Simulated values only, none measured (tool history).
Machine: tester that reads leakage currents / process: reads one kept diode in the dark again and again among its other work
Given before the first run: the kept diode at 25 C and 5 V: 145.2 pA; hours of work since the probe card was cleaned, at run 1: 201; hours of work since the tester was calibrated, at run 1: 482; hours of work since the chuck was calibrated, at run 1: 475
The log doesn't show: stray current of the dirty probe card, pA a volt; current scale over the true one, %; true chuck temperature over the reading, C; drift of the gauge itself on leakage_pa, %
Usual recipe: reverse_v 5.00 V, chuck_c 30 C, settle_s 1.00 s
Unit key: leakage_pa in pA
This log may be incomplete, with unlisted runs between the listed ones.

run	hour	reverse_v	chuck_c	settle_s	hours of work since the probe card was cleaned	hours of work since the tester was calibrated	hours of work since the chuck was calibrated	leakage_pa
1	0.0	5.00	30	1.00	201	482	475	227.13
2	24.9	5.00	30	1.00	214	495	488	227.34
3	50.0	5.00	30	0.43	228	508	501	227.97
4	80.3	5.00	30	0.43	244	524	517	228.37
5	96.8	5.00	30	0.43	252	533	526	228.08
6	117.9	5.00	30	1.00	263	544	537	227.72
7	140.1	5.00	30	1.00	275	556	549	228.81
8	156.5	5.00	30	1.00	284	564	557	228.97
9	178.9	5.00	30	0.58	296	576	569	230.68
10	194.6	5.00	30	0.58	304	585	577	231.06
11	222.3	5.00	24	1.00	318	599	592	146.32
12	240.6	5.00	24	1.00	328	609	602	146.40
13	259.1	5.00	24	1.00	338	619	611	146.84
14	284.5	5.00	24	1.00	351	632	625	146.79
15	316.2	5.00	30	1.00	368	649	642	231.05
16	336.4	5.00	30	1.00	379	659	652	231.73
17	367.9	5.00	30	1.00	395	676	669	231.89
18	388.3	5.00	30	1.00	406	687	680	233.38
19	403.3	5.00	20	1.00	414	695	687	108.12
20	428.3	8.99	26	5.05	427	708	701	231.64
21	461.7	2.72	52	7.73	445	725	718	799.81
22	476.2	2.72	52	7.73	452	733	726	801.85
23	497.7	2.72	52	7.73	464	744	737	799.59
24	530.8	2.72	52	7.73	481	762	755	799.32
25	554.2	2.72	52	7.73	494	774	767	803.56
26	567.8	2.72	52	7.73	501	781	774	803.02
27	594.7	2.72	52	7.73	515	796	788	805.26
28	626.2	2.72	52	7.73	532	812	805	810.82
29	647.8	2.31	36	0.39	543	824	816	250.98
30	670.7	4.05	21	1.62	555	836	829	108.29
31	696.7	13.09	52	1.00	569	849	842	1750.66
32	721.1	9.61	37	6.59	582	862	855	544.24
33	739.8	11.85	37	6.59	591	872	865	607.26
34	756.4	1.51	38	0.45	600	881	874	237.98
35	780.6	1.51	38	0.45	613	894	886	237.62
36	803.1	7.73	41	7.00	625	905	898	652.70

Alternative continuations, all from the tool just after run 36; predict every row:
A	824.9	1.55	35	4.34	636	917	910	?
B	824.9	14.84	30	3.68	636	917	910	?
C	824.9	8.18	24	4.55	636	917	910	?
D	824.9	4.88	30	0.38	636	917	910	?
E	824.9	7.73	23	7.00	636	917	910	?

run	leakage_pa
A	194.10
B	411.87
C	196.75
D	238.78
E	176.28
Without the tool's hidden state the same runs would have given:
run	leakage_pa
A	173.88
B	362.28
C	171.70
D	211.85
E	153.54
